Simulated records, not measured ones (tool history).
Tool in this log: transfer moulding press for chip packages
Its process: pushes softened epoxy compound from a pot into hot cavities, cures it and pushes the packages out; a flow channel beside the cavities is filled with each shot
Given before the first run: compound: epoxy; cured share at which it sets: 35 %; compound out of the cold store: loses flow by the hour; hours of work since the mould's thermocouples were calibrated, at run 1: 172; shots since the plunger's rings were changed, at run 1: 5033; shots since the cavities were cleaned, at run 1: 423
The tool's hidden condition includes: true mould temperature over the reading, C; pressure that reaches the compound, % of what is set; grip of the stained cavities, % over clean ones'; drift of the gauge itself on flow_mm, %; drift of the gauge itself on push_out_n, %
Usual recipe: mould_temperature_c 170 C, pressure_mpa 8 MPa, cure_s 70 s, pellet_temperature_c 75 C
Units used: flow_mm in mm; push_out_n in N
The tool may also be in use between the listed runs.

run	hour	mould_temperature_c	pressure_mpa	cure_s	pellet_temperature_c	hours of work since the mould's thermocouples were calibrated	shots since the plunger's rings were changed	shots since the cavities were cleaned	incoming compound's hours out of the cold store	flow_mm	push_out_n
1	0	170	8	70	75	172	5033	423	10	874	585
2	5.1	172	8	70	75	175	5102	492	22.4	841	507
3	10.6	172	8	70	75	178	5174	564	13.7	852	541
# hour 13.6: cavities cleaned with cleaning compound and waxed
4	20.9	172	8	70	75	183	5292	98	13.6	857	602
5	28.9	172	8	70	75	188	5398	204	42.6	798	570
6	35.3	172	8	70	75	191	5483	289	18.4	846	607
7	44.5	172	8	70	75	197	5605	411	25.1	825	576
8	49.2	172	8	70	75	199	5667	473	17.5	843	590
# hour 54.5: cavities cleaned with cleaning compound and waxed, once more
9	59.2	170	8	70	75	204	5781	63	35.7	815	429
10	67.9	170	8	70	75	209	5897	179	45.5	800	489
11	77.1	170	8	70	75	214	6019	301	31	825	517
12	83.7	164	8	70	75	218	6107	389	37.8	839	845
13	93.3	164	8	70	75	223	6235	517	34.4	836	863
# hour 99.5: cavities cleaned with cleaning compound and waxed
14	102.7	164	8	70	75	228	6340	44	9	884	674
15	112.8	175	8.96	70	75	234	6474	178	28.8	855	322
# hour 116.8: plunger's sealing rings changed
16	121.7	175	8.96	76	75	237	65	262	40.1	883	283
17	127.8	175	8.96	76	75	241	147	344	20.9	922	302
18	132.7	170	8	80	75	243	212	409	13.7	897	409
19	143.7	170	8	80	75	250	358	555	33.1	861	405
# hour 147.1: cavities cleaned with cleaning compound and waxed
20	155.5	170	8	80	75	256	496	112	19.5	883	315
21	162	174	8	57	83	259	581	197	36.5	835	632
22	170.3	170	8	57	83	264	693	309	27.4	862	895
23	175.9	171	8	70	82	267	766	382	30.3	857	508
24	186.8	171	8	70	76	273	912	528	8.6	902	582
# hour 192.1: cavities cleaned with cleaning compound and waxed
25	193.2	171	8	70	76	276	976	14	13.6	893	387
26	200.1	171	8	61	67	280	1069	107	38.6	839	614
27	208.7	171	8	61	67	285	1183	221	35.1	848	716
28	215.1	171	8	61	67	288	1267	305	47	820	725

For each run, the measured value with the value that run would have given without the tool's hidden condition subtracted. The run-to-run variation is shared by both, the gauge scatter possibly not:
run	flow_mm	push_out_n
1	-37	+190
2	-36	+172
3	-37	+191
4	-39	+265
5	-37	+243
6	-39	+254
7	-39	+243
8	-41	+239
9	-41	+41
10	-40	+102
11	-42	+145
12	-44	+264
13	-45	+292
14	-48	+44
15	-48	+67
16	-1	+74
17	-2	+91
18	-3	+127
19	-3	+139
20	-4	+47
21	-5	+140
22	-6	+250
23	-6	+151
24	-8	+196
25	-8	+8
26	-9	+94
27	-9	+171
28	-9	+203
